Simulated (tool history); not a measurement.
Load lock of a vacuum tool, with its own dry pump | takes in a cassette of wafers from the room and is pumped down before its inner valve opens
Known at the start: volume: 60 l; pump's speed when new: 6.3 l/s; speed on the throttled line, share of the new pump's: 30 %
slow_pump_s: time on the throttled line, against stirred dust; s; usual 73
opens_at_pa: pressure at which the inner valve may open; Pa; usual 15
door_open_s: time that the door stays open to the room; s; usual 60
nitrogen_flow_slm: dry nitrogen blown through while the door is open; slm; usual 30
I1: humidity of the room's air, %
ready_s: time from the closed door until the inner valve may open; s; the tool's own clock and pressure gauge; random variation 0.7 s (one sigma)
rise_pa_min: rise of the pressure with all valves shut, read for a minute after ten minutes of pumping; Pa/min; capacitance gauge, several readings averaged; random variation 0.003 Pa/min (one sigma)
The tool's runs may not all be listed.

{"run": 1, "hour": 0.0, "slow_pump_s": 73, "opens_at_pa": 15, "door_open_s": 60, "nitrogen_flow_slm": 30, "I1": 43.5, "ready_s": 143.4, "rise_pa_min": 0.35}
{"run": 2, "hour": 490.3, "slow_pump_s": 73, "opens_at_pa": 15, "door_open_s": 60, "nitrogen_flow_slm": 30, "I1": 48.2, "ready_s": 144.2, "rise_pa_min": 0.377}
{"run": 3, "hour": 876.5, "slow_pump_s": 73, "opens_at_pa": 24, "door_open_s": 60, "nitrogen_flow_slm": 30, "I1": 45.6, "ready_s": 137.6, "rise_pa_min": 0.392}
{"run": 4, "hour": 1246.9, "slow_pump_s": 73, "opens_at_pa": 13, "door_open_s": 60, "nitrogen_flow_slm": 30, "I1": 45.9, "ready_s": 145.5, "rise_pa_min": 0.417}
{"run": 5, "hour": 1496.6, "slow_pump_s": 73, "opens_at_pa": 15, "door_open_s": 60, "nitrogen_flow_slm": 30, "I1": 44.8, "ready_s": 142.6, "rise_pa_min": 0.43}
{"run": 6, "hour": 1889.1, "slow_pump_s": 73, "opens_at_pa": 15, "door_open_s": 60, "nitrogen_flow_slm": 30, "I1": 45.4, "ready_s": 143.8, "rise_pa_min": 0.469}
{"run": 7, "hour": 2135.0, "slow_pump_s": 73, "opens_at_pa": 15, "door_open_s": 220, "nitrogen_flow_slm": 30, "I1": 41, "ready_s": 143.6, "rise_pa_min": 0.494}
{"run": 8, "hour": 2443.3, "slow_pump_s": 73, "opens_at_pa": 15, "door_open_s": 220, "nitrogen_flow_slm": 30, "I1": 43.1, "ready_s": 144.4, "rise_pa_min": 0.508}
{"run": 9, "hour": 2892.8, "slow_pump_s": 73, "opens_at_pa": 15, "door_open_s": 220, "nitrogen_flow_slm": 30, "I1": 42.3, "ready_s": 144.7, "rise_pa_min": 0.533}
{"run": 10, "hour": 3103.8, "slow_pump_s": 73, "opens_at_pa": 15, "door_open_s": 220, "nitrogen_flow_slm": 30, "I1": 44.8, "ready_s": 145.4, "rise_pa_min": 0.557}
{"run": 11, "hour": 3463.1, "slow_pump_s": 73, "opens_at_pa": 15, "door_open_s": 220, "nitrogen_flow_slm": 30, "I1": 42.9, "ready_s": 144.1, "rise_pa_min": 0.585}
{"run": 12, "hour": 3788.2, "slow_pump_s": 73, "opens_at_pa": 15, "door_open_s": 220, "nitrogen_flow_slm": 30, "I1": 44.8, "ready_s": 144.6, "rise_pa_min": 0.609}
{"run": 13, "hour": 4159.3, "slow_pump_s": 73, "opens_at_pa": 15, "door_open_s": 60, "nitrogen_flow_slm": 30, "I1": 45.8, "ready_s": 145.9, "rise_pa_min": 0.613}
{"run": 14, "hour": 4454.1, "slow_pump_s": 73, "opens_at_pa": 15, "door_open_s": 60, "nitrogen_flow_slm": 30, "I1": 42.1, "ready_s": 145.3, "rise_pa_min": 0.629}
{"run": 15, "hour": 4694.7, "slow_pump_s": 73, "opens_at_pa": 15, "door_open_s": 60, "nitrogen_flow_slm": 35, "I1": 43.4, "ready_s": 148.1, "rise_pa_min": 0.657}
{"run": 16, "hour": 4920.4, "slow_pump_s": 73, "opens_at_pa": 15, "door_open_s": 60, "nitrogen_flow_slm": 35, "I1": 45.3, "ready_s": 146.1, "rise_pa_min": 0.028}
{"run": 17, "hour": 5217.3, "slow_pump_s": 73, "opens_at_pa": 15, "door_open_s": 60, "nitrogen_flow_slm": 35, "I1": 42.7, "ready_s": 145.5, "rise_pa_min": 0.028}
{"run": 18, "hour": 5499.7, "slow_pump_s": 73, "opens_at_pa": 15, "door_open_s": 60, "nitrogen_flow_slm": 35, "I1": 44.7, "ready_s": 147.2, "rise_pa_min": 0.035}
{"run": 19, "hour": 5937.6, "slow_pump_s": 73, "opens_at_pa": 15, "door_open_s": 60, "nitrogen_flow_slm": 30, "I1": 44.2, "ready_s": 147.2, "rise_pa_min": 0.045}
{"run": 20, "hour": 6383.8, "slow_pump_s": 73, "opens_at_pa": 15, "door_open_s": 60, "nitrogen_flow_slm": 30, "I1": 45.4, "ready_s": 146.6, "rise_pa_min": 0.061}
{"run": 21, "hour": 6876.8, "slow_pump_s": 73, "opens_at_pa": 15, "door_open_s": 60, "nitrogen_flow_slm": 30, "I1": 46.8, "ready_s": 148.5, "rise_pa_min": 0.073}
{"run": 22, "hour": 7372.9, "slow_pump_s": 73, "opens_at_pa": 15, "door_open_s": 60, "nitrogen_flow_slm": 30, "I1": 47, "ready_s": 149, "rise_pa_min": 0.08}
{"run": 23, "hour": 7811.2, "slow_pump_s": 73, "opens_at_pa": 15, "door_open_s": 60, "nitrogen_flow_slm": 30, "I1": 45, "ready_s": 147.2, "rise_pa_min": 0.092}
{"run": 24, "hour": 8272.9, "slow_pump_s": 52, "opens_at_pa": 18, "door_open_s": 60, "nitrogen_flow_slm": 19, "I1": 49.3, "ready_s": 118.3, "rise_pa_min": 0.111}
{"run": 25, "hour": 8538.0, "slow_pump_s": 37, "opens_at_pa": 18, "door_open_s": 72, "nitrogen_flow_slm": 19, "I1": 43.5, "ready_s": 109.3, "rise_pa_min": 0.123}
{"run": 26, "hour": 8901.9, "slow_pump_s": 73, "opens_at_pa": 15, "door_open_s": 60, "nitrogen_flow_slm": 41, "I1": 42.5, "ready_s": 135.7, "rise_pa_min": 0.116}
{"run": 27, "hour": 9118.4, "slow_pump_s": 105, "opens_at_pa": 10, "door_open_s": 30, "nitrogen_flow_slm": 44, "I1": 45.2, "ready_s": 162.5, "rise_pa_min": 0.124}
{"run": 28, "hour": 9500.3, "slow_pump_s": 39, "opens_at_pa": 13, "door_open_s": 30, "nitrogen_flow_slm": 44, "I1": 42.2, "ready_s": 113.9, "rise_pa_min": 0.128}
{"run": 29, "hour": 9951.7, "slow_pump_s": 73, "opens_at_pa": 15, "door_open_s": 197, "nitrogen_flow_slm": 30, "I1": 44.2, "ready_s": 135.6, "rise_pa_min": 0.17}
{"run": 30, "hour": 10257.5, "slow_pump_s": 75, "opens_at_pa": 12, "door_open_s": 179, "nitrogen_flow_slm": 30, "I1": 44.9, "ready_s": 140.7, "rise_pa_min": 0.182}
{"run": 31, "hour": 10708.6, "slow_pump_s": 75, "opens_at_pa": 12, "door_open_s": 179, "nitrogen_flow_slm": 30, "I1": 45, "ready_s": 140.9, "rise_pa_min": 0.202}
{"run": 32, "hour": 11108.2, "slow_pump_s": 75, "opens_at_pa": 12, "door_open_s": 179, "nitrogen_flow_slm": 30, "I1": 43.1, "ready_s": 139.4, "rise_pa_min": 0.217}
{"run": 33, "hour": 11337.7, "slow_pump_s": 73, "opens_at_pa": 17, "door_open_s": 60, "nitrogen_flow_slm": 40, "I1": 45.1, "ready_s": 135.7, "rise_pa_min": 0.208}
{"run": 34, "hour": 11737.6, "slow_pump_s": 63, "opens_at_pa": 15, "door_open_s": 31, "nitrogen_flow_slm": 30, "I1": 42, "ready_s": 130.4, "rise_pa_min": 0.226}
{"run": 35, "hour": 12070.1, "slow_pump_s": 115, "opens_at_pa": 20, "door_open_s": 42, "nitrogen_flow_slm": 18, "I1": 44.2, "ready_s": 165, "rise_pa_min": 0.249}
{"run": 36, "hour": 12346.8, "slow_pump_s": 115, "opens_at_pa": 22, "door_open_s": 42, "nitrogen_flow_slm": 18, "I1": 42.5, "ready_s": 164.1, "rise_pa_min": 0.265}
{"run": 37, "hour": 12709.5, "slow_pump_s": 73, "opens_at_pa": 15, "door_open_s": 59, "nitrogen_flow_slm": 9, "I1": 43.1, "ready_s": 138, "rise_pa_min": 0.287}

Taken out of this log: 2 entries between the listed runs. Where each belongs, and how the hidden state differs across it:
Between runs 15 and 16: door's seal changed, seat wiped (hour 4736.7)
  pump's speed, % of a new pump's: 86.5 -> 86.3; leak at the door's seal, Pa l/s: 0.6335 -> 0.0048
  measured less the result without the state, ready_s: +10.2 -> +10.2 s; rise_pa_min: +0.632 -> +0.003 Pa/min
Between runs 23 and 24: dry pump taken out, an overhauled one fitted (hour 8021.5)
  pump's speed, % of a new pump's: 84 -> 101.2; leak at the door's seal, Pa l/s: 0.0657 -> 0.0788
  measured less the result without the state, ready_s: +12.2 -> -0.8 s; rise_pa_min: +0.064 -> +0.076 Pa/min
